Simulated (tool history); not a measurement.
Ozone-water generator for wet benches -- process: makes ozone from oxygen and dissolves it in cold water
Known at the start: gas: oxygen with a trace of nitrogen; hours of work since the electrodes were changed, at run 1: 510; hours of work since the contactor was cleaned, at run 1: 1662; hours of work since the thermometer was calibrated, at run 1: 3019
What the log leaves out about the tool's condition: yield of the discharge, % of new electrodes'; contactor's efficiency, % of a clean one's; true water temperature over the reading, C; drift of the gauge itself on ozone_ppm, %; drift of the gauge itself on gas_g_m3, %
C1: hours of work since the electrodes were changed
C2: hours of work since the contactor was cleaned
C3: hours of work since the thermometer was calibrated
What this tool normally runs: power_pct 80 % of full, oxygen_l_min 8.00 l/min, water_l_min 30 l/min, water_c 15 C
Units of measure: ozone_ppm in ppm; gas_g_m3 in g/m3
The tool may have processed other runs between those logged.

Run 1, hour 0.0: usual settings; C1 510; C2 1662; C3 3019. Result: ozone_ppm 24.9 ppm, gas_g_m3 196.9 g/m3.
Run 2, hour 161.0: usual settings; C1 642; C2 1794; C3 3151. Result: ozone_ppm 25.1 ppm, gas_g_m3 196.4 g/m3.
Run 3, hour 302.2: usual settings; C1 758; C2 1910; C3 3267. Result: ozone_ppm 24.9 ppm, gas_g_m3 196.9 g/m3.
Run 4, hour 420.2: usual settings; C1 855; C2 2007; C3 3364. Result: ozone_ppm 24.7 ppm, gas_g_m3 197.0 g/m3.
Run 5, hour 529.4: usual settings; C1 944; C2 2096; C3 3454. Result: ozone_ppm 24.6 ppm, gas_g_m3 194.2 g/m3.
Run 6, hour 600.8: usual settings; C1 1003; C2 2155; C3 3512. Result: ozone_ppm 24.8 ppm, gas_g_m3 193.9 g/m3.
Run 7, hour 704.1: usual settings; C1 1087; C2 2240; C3 3597. Result: ozone_ppm 24.5 ppm, gas_g_m3 194.5 g/m3.
Run 8, hour 780.1: usual settings; C1 1150; C2 2302; C3 3659. Result: ozone_ppm 24.6 ppm, gas_g_m3 195.6 g/m3.
Run 9, hour 915.1: usual settings but oxygen_l_min 6.78 l/min; C1 1260; C2 2413; C3 3770. Result: ozone_ppm 23.4 ppm, gas_g_m3 205.5 g/m3.
Run 10, hour 1075.2: usual settings but oxygen_l_min 6.78 l/min; C1 1392; C2 2544; C3 3901. Result: ozone_ppm 23.5 ppm, gas_g_m3 204.4 g/m3.
Run 11, hour 1194.3: usual settings but oxygen_l_min 6.78 l/min; C1 1489; C2 2641; C3 3999. Result: ozone_ppm 23.4 ppm, gas_g_m3 203.2 g/m3.
Run 12, hour 1359.0: usual settings but oxygen_l_min 6.78 l/min; C1 1624; C2 2777; C3 4134. Result: ozone_ppm 23.4 ppm, gas_g_m3 204.3 g/m3.
Run 13, hour 1516.8: usual settings but power_pct 41 % of full, oxygen_l_min 11.49 l/min, water_l_min 22 l/min, water_c 8 C; C1 1754; C2 2906; C3 4263. Result: ozone_ppm 24.4 ppm, gas_g_m3 119.8 g/m3.
At hour 1530.9: contactor cleaned.
Run 14, hour 1660.6: usual settings but power_pct 41 % of full, oxygen_l_min 11.49 l/min, water_l_min 22 l/min, water_c 8 C; C1 1868; C2 106; C3 4378. Result: ozone_ppm 24.3 ppm, gas_g_m3 119.4 g/m3.
Run 15, hour 1789.0: usual settings but power_pct 41 % of full, oxygen_l_min 11.49 l/min, water_l_min 22 l/min, water_c 8 C; C1 1974; C2 212; C3 4483. Result: ozone_ppm 24.4 ppm, gas_g_m3 119.2 g/m3.
Run 16, hour 1863.3: usual settings but power_pct 41 % of full, oxygen_l_min 11.49 l/min, water_l_min 22 l/min, water_c 8 C; C1 2035; C2 273; C3 4544. Result: ozone_ppm 24.0 ppm, gas_g_m3 119.2 g/m3.
Run 17, hour 2028.7: usual settings but power_pct 41 % of full, oxygen_l_min 11.49 l/min, water_l_min 22 l/min, water_c 8 C; C1 2170; C2 408; C3 4680. Result: ozone_ppm 24.2 ppm, gas_g_m3 118.5 g/m3.
Run 18, hour 2195.9: usual settings but power_pct 43 % of full, oxygen_l_min 10.06 l/min, water_l_min 27 l/min, water_c 18 C; C1 2307; C2 545; C3 4817. Result: ozone_ppm 18.1 ppm, gas_g_m3 127.0 g/m3.
Run 19, hour 2307.6: usual settings but water_l_min 27 l/min, water_c 8 C; C1 2399; C2 637; C3 4908. Result: ozone_ppm 27.8 ppm, gas_g_m3 190.4 g/m3.
Run 20, hour 2387.3: usual settings but power_pct 56 % of full, water_c 8 C; C1 2464; C2 702; C3 4974. Result: ozone_ppm 20.8 ppm, gas_g_m3 157.9 g/m3.

Entry by entry between the runs, the difference in hidden state between the last listed run before and the first listed run after:
Logged between run 13 and run 14: contactor cleaned (hour 1530.9)
  yield of the discharge, % of new electrodes': 97.6 -> 97.4; contactor's efficiency, % of a clean one's: 92.8 -> 87.7; true water temperature over the reading, C: 0.38 -> 0.39
  measured value less the no-hidden-state value, ozone_ppm: -1.1 -> -1.7 ppm; gas_g_m3: -2.1 -> -2.3 g/m3
